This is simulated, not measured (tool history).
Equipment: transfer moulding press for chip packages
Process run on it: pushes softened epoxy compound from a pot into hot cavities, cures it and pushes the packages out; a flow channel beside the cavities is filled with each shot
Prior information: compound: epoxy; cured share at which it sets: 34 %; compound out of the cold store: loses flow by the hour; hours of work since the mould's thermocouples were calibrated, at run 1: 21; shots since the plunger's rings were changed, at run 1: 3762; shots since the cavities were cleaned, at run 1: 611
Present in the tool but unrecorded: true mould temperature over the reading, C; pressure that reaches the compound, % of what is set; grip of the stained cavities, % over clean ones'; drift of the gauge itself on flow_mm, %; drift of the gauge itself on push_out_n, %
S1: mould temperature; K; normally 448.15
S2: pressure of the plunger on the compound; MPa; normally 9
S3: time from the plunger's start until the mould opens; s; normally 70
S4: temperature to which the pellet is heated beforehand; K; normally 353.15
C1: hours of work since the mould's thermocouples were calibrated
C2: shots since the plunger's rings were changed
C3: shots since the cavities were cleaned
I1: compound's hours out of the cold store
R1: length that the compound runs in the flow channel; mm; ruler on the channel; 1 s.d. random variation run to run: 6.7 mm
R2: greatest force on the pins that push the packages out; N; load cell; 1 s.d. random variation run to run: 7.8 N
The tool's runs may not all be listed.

run 1 hour=0 | S1=448.15 S2=9 S3=70 S4=353.15 | C1=21 C2=3762 C3=611 | I1=32 | R1=652 R2=416
run 2 hour=22.3 | S1=448.15 S2=9 S3=70 S4=353.15 | C1=36 C2=4131 C3=980 | I1=30.8 | R1=653 R2=463
-- hour=32.5 cavities cleaned with cleaning compound and waxed
run 3 hour=38.5 | S1=448.15 S2=9 S3=70 S4=353.15 | C1=45 C2=4375 C3=99 | I1=41.5 | R1=628 R2=331
-- hour=50 plunger's sealing rings changed
run 4 hour=63.9 | S1=448.15 S2=9 S3=70 S4=352.15 | C1=61 C2=231 C3=479 | I1=12.6 | R1=727 R2=426
run 5 hour=84.2 | S1=448.15 S2=9 S3=70 S4=352.15 | C1=74 C2=566 C3=814 | I1=30.5 | R1=704 R2=418
-- hour=104.9 cavities cleaned with cleaning compound and waxed
run 6 hour=112.6 | S1=448.15 S2=9 S3=70 S4=352.15 | C1=92 C2=1012 C3=128 | I1=9.6 | R1=739 R2=389
run 7 hour=134.1 | S1=448.15 S2=9 S3=70 S4=353.15 | C1=106 C2=1368 C3=484 | I1=29.4 | R1=681 R2=426
run 8 hour=161.4 | S1=448.15 S2=9 S3=70 S4=353.15 | C1=124 C2=1819 C3=935 | I1=23 | R1=697 R2=488
-- hour=174.5 cavities cleaned with cleaning compound and waxed
run 9 hour=187.6 | S1=448.15 S2=9 S3=70 S4=353.15 | C1=140 C2=2230 C3=217 | I1=26.6 | R1=685 R2=389
run 10 hour=202.8 | S1=448.15 S2=9 S3=70 S4=353.15 | C1=150 C2=2482 C3=469 | I1=13.3 | R1=721 R2=445
run 11 hour=221.1 | S1=448.15 S2=9 S3=70 S4=353.15 | C1=162 C2=2784 C3=771 | I1=42.3 | R1=644 R2=431
-- hour=243.8 cavities cleaned with cleaning compound and waxed
run 12 hour=251.2 | S1=448.15 S2=9 S3=53 S4=353.15 | C1=181 C2=3257 C3=121 | I1=19.5 | R1=687 R2=767
run 13 hour=268.5 | S1=448.15 S2=9 S3=53 S4=353.15 | C1=193 C2=3544 C3=408 | I1=19.7 | R1=686 R2=867
run 14 hour=297.4 | S1=448.15 S2=9.44 S3=53 S4=351.15 | C1=212 C2=4024 C3=888 | I1=25.9 | R1=681 R2=977
-- hour=313.3 cavities cleaned with cleaning compound and waxed
run 15 hour=322.4 | S1=448.15 S2=7.1 S3=53 S4=351.15 | C1=227 C2=4412 C3=151 | I1=17.9 | R1=597 R2=854
-- hour=332.9 plunger's sealing rings changed
run 16 hour=353.9 | S1=445.15 S2=9.37 S3=53 S4=351.15 | C1=247 C2=348 C3=631 | I1=22.9 | R1=726 R2=1061
run 17 hour=373.6 | S1=449.15 S2=9.24 S3=110 S4=361.15 | C1=260 C2=675 C3=958 | I1=27.9 | R1=711 R2=290
-- hour=386.7 cavities cleaned with cleaning compound and waxed
run 18 hour=392.8 | S1=442.15 S2=8.81 S3=90 S4=353.15 | C1=271 C2=968 C3=102 | I1=29.8 | R1=716 R2=297
run 19 hour=416.2 | S1=448.15 S2=9 S3=93 S4=360.15 | C1=287 C2=1356 C3=490 | I1=22.1 | R1=700 R2=275
run 20 hour=436.5 | S1=448.15 S2=7.77 S3=62 S4=346.15 | C1=300 C2=1691 C3=825 | I1=30.6 | R1=627 R2=681
-- hour=455.9 cavities cleaned with cleaning compound and waxed
run 21 hour=457.4 | S1=449.15 S2=9.54 S3=62 S4=351.15 | C1=313 C2=2013 C3=26 | I1=28.1 | R1=699 R2=437
run 22 hour=483.4 | S1=448.15 S2=8.94 S3=99 S4=353.15 | C1=330 C2=2443 C3=456 | I1=35.9 | R1=655 R2=266
run 23 hour=509.6 | S1=448.15 S2=8.94 S3=99 S4=353.15 | C1=347 C2=2876 C3=889 | I1=37.8 | R1=650 R2=299
-- hour=525.6 cavities cleaned with cleaning compound and waxed
run 24 hour=537 | S1=448.15 S2=8.94 S3=99 S4=353.15 | C1=365 C2=3306 C3=189 | I1=46.5 | R1=625 R2=227
run 25 hour=559 | S1=448.15 S2=7.78 S3=70 S4=355.15 | C1=379 C2=3670 C3=553 | I1=34.9 | R1=603 R2=429

4 ways to go on from here, each from the tool as it stands after run 25. What would each give?
run A hour=575.3 | S1=441.15 S2=7.78 S3=104 S4=355.15 | C1=390 C2=3940 C3=823 | I1=14.1 | R1=? R2=?
run B hour=575.3 | S1=442.15 S2=9.4 S3=106 S4=353.15 | C1=390 C2=3940 C3=823 | I1=25.4 | R1=? R2=?
run C hour=575.3 | S1=448.15 S2=7.78 S3=70 S4=358.15 | C1=390 C2=3940 C3=823 | I1=27.1 | R1=? R2=?
run D hour=575.3 | S1=448.15 S2=7.78 S3=70 S4=355.15 | C1=390 C2=3940 C3=823 | I1=11.1 | R1=? R2=?

run=A R1=663 R2=342
run=B R1=676 R2=303
run=C R1=612 R2=463
run=D R1=636 R2=487
With the hidden condition removed and each run's random variation left untouched, the same runs would have given:
run=A R1=719 R2=241
run=B R1=734 R2=213
run=C R1=664 R2=317
run=D R1=690 R2=333

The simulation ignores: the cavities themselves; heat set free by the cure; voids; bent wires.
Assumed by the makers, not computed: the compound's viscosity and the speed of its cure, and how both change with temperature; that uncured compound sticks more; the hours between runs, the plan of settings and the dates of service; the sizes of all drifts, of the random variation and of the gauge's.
